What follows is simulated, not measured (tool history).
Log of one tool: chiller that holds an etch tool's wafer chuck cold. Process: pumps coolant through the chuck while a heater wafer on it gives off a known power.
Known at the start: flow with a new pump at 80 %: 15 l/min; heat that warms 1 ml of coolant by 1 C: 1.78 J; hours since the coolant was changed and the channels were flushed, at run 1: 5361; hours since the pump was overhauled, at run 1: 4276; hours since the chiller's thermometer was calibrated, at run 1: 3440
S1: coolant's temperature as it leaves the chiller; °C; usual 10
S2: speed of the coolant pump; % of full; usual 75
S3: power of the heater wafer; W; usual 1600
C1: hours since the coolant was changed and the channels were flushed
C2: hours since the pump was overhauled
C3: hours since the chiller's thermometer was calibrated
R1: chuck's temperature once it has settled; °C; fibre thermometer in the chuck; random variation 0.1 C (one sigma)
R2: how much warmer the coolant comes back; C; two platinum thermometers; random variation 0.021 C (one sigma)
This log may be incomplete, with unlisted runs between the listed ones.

| run | hour | S1 | S2 | S3 | C1 | C2 | C3 | R1 | R2 |
|---|---|---|---|---|---|---|---|---|---|
| 1 | 0.0 | 10 | 75 | 1600 | 5361 | 4276 | 3440 | 26.0 | 4.00 |
| 2 | 102.6 | 10 | 67 | 1600 | 5463 | 4378 | 3543 | 27.3 | 4.53 |
| 3 | 163.0 | 10 | 67 | 1367 | 5524 | 4439 | 3603 | 24.9 | 3.87 |
| 4 | 237.3 | 10 | 67 | 1367 | 5598 | 4513 | 3678 | 25.1 | 3.84 |
| 5 | 329.5 | 10 | 67 | 1367 | 5690 | 4605 | 3770 | 24.9 | 3.86 |
| 6 | 419.1 | 10 | 67 | 1367 | 5780 | 4695 | 3859 | 25.0 | 3.90 |
|  | 425.3 | chiller's thermometer calibrated |
| 7 | 487.5 | 10 | 67 | 1367 | 5847 | 4762 | 62 | 25.1 | 3.85 |
| 8 | 563.7 | 10 | 67 | 1367 | 5924 | 4839 | 138 | 25.3 | 3.87 |
| 9 | 650.3 | 10 | 67 | 1367 | 6010 | 4925 | 225 | 25.4 | 3.88 |
| 10 | 760.8 | 10 | 67 | 1367 | 6121 | 5036 | 335 | 25.2 | 3.89 |
|  | 768.9 | chiller's thermometer calibrated, once more |
| 11 | 833.6 | 10 | 67 | 1367 | 6192 | 5107 | 65 | 24.7 | 3.86 |
| 12 | 897.2 | 10 | 92 | 1367 | 6256 | 5171 | 128 | 21.7 | 2.77 |
| 13 | 981.1 | 7 | 78 | 1249 | 6340 | 5255 | 212 | 19.3 | 3.04 |
| 14 | 1044.3 | 8 | 62 | 1917 | 6403 | 5318 | 275 | 29.9 | 5.92 |
| 15 | 1127.4 | 7 | 93 | 2215 | 6486 | 5401 | 358 | 26.0 | 4.46 |
| 16 | 1190.5 | 7 | 93 | 2215 | 6549 | 5464 | 422 | 26.2 | 4.45 |
| 17 | 1268.0 | 7 | 63 | 2215 | 6627 | 5542 | 499 | 32.1 | 6.72 |
|  | 1297.2 | coolant changed, channels flushed |
| 18 | 1360.5 | 19 | 64 | 846 | 63 | 5628 | 586 | 27.7 | 2.51 |
| 19 | 1447.5 | 19 | 64 | 846 | 150 | 5715 | 673 | 27.7 | 2.53 |
| 20 | 1518.0 | 19 | 64 | 846 | 221 | 5786 | 743 | 27.9 | 2.54 |

Consider 4 possible next runs. They are alternatives, not a sequence: every one starts from the tool as it was left by run 20. What does each give?
| A | 1602.9 | 1 | 75 | 1600 | 306 | 5871 | 828 | ? | ? |
| B | 1602.9 | 14 | 64 | 800 | 306 | 5871 | 828 | ? | ? |
| C | 1602.9 | 11 | 78 | 1302 | 306 | 5871 | 828 | ? | ? |
| D | 1602.9 | 2 | 64 | 1463 | 306 | 5871 | 828 | ? | ? |

| run | R1 | R2 |
|---|---|---|
| A | 15.9 | 4.02 |
| B | 22.3 | 2.39 |
| C | 22.7 | 3.12 |
| D | 17.2 | 4.38 |
Stripped of hidden state, with their random variation kept, the same runs would have yielded:
| run | R1 | R2 |
|---|---|---|
| A | 15.3 | 3.82 |
| B | 22.0 | 2.27 |
| C | 22.2 | 2.96 |
| D | 16.6 | 4.17 |
